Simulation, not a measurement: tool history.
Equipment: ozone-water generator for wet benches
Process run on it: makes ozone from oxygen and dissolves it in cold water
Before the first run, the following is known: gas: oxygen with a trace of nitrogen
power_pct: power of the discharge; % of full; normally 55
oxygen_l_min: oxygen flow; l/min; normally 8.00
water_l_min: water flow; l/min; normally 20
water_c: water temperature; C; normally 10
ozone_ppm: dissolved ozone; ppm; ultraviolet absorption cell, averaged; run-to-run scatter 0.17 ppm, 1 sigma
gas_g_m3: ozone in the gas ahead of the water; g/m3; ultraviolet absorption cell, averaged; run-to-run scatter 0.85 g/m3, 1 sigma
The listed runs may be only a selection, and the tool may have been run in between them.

run 1 hour=0.0 | power_pct=55 oxygen_l_min=8.00 water_l_min=20 water_c=10 | ozone_ppm=22.2 gas_g_m3=128.1
run 2 hour=140.8 | power_pct=55 oxygen_l_min=4.36 water_l_min=20 water_c=10 | ozone_ppm=19.1 gas_g_m3=161.9
run 3 hour=255.8 | power_pct=55 oxygen_l_min=8.00 water_l_min=20 water_c=10 | ozone_ppm=21.9 gas_g_m3=128.3
run 4 hour=379.7 | power_pct=55 oxygen_l_min=8.00 water_l_min=20 water_c=10 | ozone_ppm=21.8 gas_g_m3=127.6
run 5 hour=504.5 | power_pct=55 oxygen_l_min=8.00 water_l_min=20 water_c=10 | ozone_ppm=21.8 gas_g_m3=128.3
run 6 hour=574.2 | power_pct=55 oxygen_l_min=8.00 water_l_min=20 water_c=10 | ozone_ppm=21.4 gas_g_m3=126.7
run 7 hour=650.3 | power_pct=55 oxygen_l_min=8.00 water_l_min=20 water_c=10 | ozone_ppm=21.5 gas_g_m3=127.6
run 8 hour=777.6 | power_pct=55 oxygen_l_min=8.00 water_l_min=20 water_c=10 | ozone_ppm=21.9 gas_g_m3=126.4
run 9 hour=901.0 | power_pct=55 oxygen_l_min=8.00 water_l_min=14 water_c=10 | ozone_ppm=27.9 gas_g_m3=126.2
run 10 hour=1031.7 | power_pct=55 oxygen_l_min=8.00 water_l_min=20 water_c=10 | ozone_ppm=21.5 gas_g_m3=126.0
run 11 hour=1118.1 | power_pct=55 oxygen_l_min=8.00 water_l_min=20 water_c=10 | ozone_ppm=21.5 gas_g_m3=125.7
run 12 hour=1215.5 | power_pct=55 oxygen_l_min=8.00 water_l_min=20 water_c=10 | ozone_ppm=21.4 gas_g_m3=127.2
run 13 hour=1333.3 | power_pct=55 oxygen_l_min=8.00 water_l_min=20 water_c=10 | ozone_ppm=21.6 gas_g_m3=127.1
run 14 hour=1416.9 | power_pct=55 oxygen_l_min=8.00 water_l_min=20 water_c=10 | ozone_ppm=21.2 gas_g_m3=127.2
run 15 hour=1527.2 | power_pct=100 oxygen_l_min=8.00 water_l_min=20 water_c=10 | ozone_ppm=32.2 gas_g_m3=190.5
run 16 hour=1636.4 | power_pct=100 oxygen_l_min=8.00 water_l_min=20 water_c=10 | ozone_ppm=32.3 gas_g_m3=188.3
run 17 hour=1755.2 | power_pct=55 oxygen_l_min=8.00 water_l_min=20 water_c=6 | ozone_ppm=22.6 gas_g_m3=124.2
run 18 hour=1882.3 | power_pct=55 oxygen_l_min=8.00 water_l_min=20 water_c=6 | ozone_ppm=22.2 gas_g_m3=124.2
run 19 hour=1942.4 | power_pct=53 oxygen_l_min=8.00 water_l_min=21 water_c=10 | ozone_ppm=19.8 gas_g_m3=122.3
run 20 hour=2057.5 | power_pct=55 oxygen_l_min=4.81 water_l_min=20 water_c=10 | ozone_ppm=19.0 gas_g_m3=150.4
-- hour=2069.7 water thermometer calibrated
run 21 hour=2136.4 | power_pct=55 oxygen_l_min=4.81 water_l_min=28 water_c=10 | ozone_ppm=13.4 gas_g_m3=149.9
run 22 hour=2203.7 | power_pct=55 oxygen_l_min=4.81 water_l_min=28 water_c=10 | ozone_ppm=13.8 gas_g_m3=150.4
run 23 hour=2267.5 | power_pct=45 oxygen_l_min=5.48 water_l_min=28 water_c=10 | ozone_ppm=12.2 gas_g_m3=124.2
run 24 hour=2407.4 | power_pct=55 oxygen_l_min=7.85 water_l_min=20 water_c=13 | ozone_ppm=19.9 gas_g_m3=124.6
-- hour=2486.1 water thermometer calibrated, once more
run 25 hour=2541.0 | power_pct=55 oxygen_l_min=7.85 water_l_min=20 water_c=13 | ozone_ppm=19.9 gas_g_m3=125.7
run 26 hour=2680.5 | power_pct=54 oxygen_l_min=8.00 water_l_min=20 water_c=10 | ozone_ppm=20.6 gas_g_m3=121.2
run 27 hour=2801.4 | power_pct=88 oxygen_l_min=8.00 water_l_min=20 water_c=6 | ozone_ppm=30.2 gas_g_m3=170.3
run 28 hour=2904.1 | power_pct=99 oxygen_l_min=4.16 water_l_min=20 water_c=8 | ozone_ppm=27.5 gas_g_m3=234.5
run 29 hour=3007.4 | power_pct=80 oxygen_l_min=6.29 water_l_min=20 water_c=8 | ozone_ppm=26.3 gas_g_m3=172.4
run 30 hour=3114.7 | power_pct=80 oxygen_l_min=6.29 water_l_min=20 water_c=8 | ozone_ppm=26.2 gas_g_m3=173.0
run 31 hour=3228.8 | power_pct=55 oxygen_l_min=8.00 water_l_min=29 water_c=5 | ozone_ppm=15.6 gas_g_m3=122.3
run 32 hour=3357.3 | power_pct=55 oxygen_l_min=4.09 water_l_min=29 water_c=5 | ozone_ppm=12.3 gas_g_m3=156.0
run 33 hour=3430.8 | power_pct=45 oxygen_l_min=5.18 water_l_min=13 water_c=9 | ozone_ppm=23.6 gas_g_m3=124.5

4 options for the next run, each taken on its own from the tool as it stands now. Forecast them:
run A hour=3498.4 | power_pct=91 oxygen_l_min=5.18 water_l_min=13 water_c=10 | ozone_ppm=? gas_g_m3=?
run B hour=3498.4 | power_pct=68 oxygen_l_min=5.18 water_l_min=20 water_c=9 | ozone_ppm=? gas_g_m3=?
run C hour=3498.4 | power_pct=54 oxygen_l_min=5.18 water_l_min=13 water_c=5 | ozone_ppm=? gas_g_m3=?
run D hour=3498.4 | power_pct=55 oxygen_l_min=4.33 water_l_min=15 water_c=10 | ozone_ppm=? gas_g_m3=?

run=A ozone_ppm=37.9 gas_g_m3=200.5
run=B ozone_ppm=22.1 gas_g_m3=165.8
run=C ozone_ppm=28.9 gas_g_m3=140.5
run=D ozone_ppm=23.0 gas_g_m3=152.8
What these runs would have given with no unlogged condition in the tool:
run=A ozone_ppm=45.9 gas_g_m3=239.4
run=B ozone_ppm=26.2 gas_g_m3=191.7
run=C ozone_ppm=33.1 gas_g_m3=158.5
run=D ozone_ppm=26.5 gas_g_m3=172.8
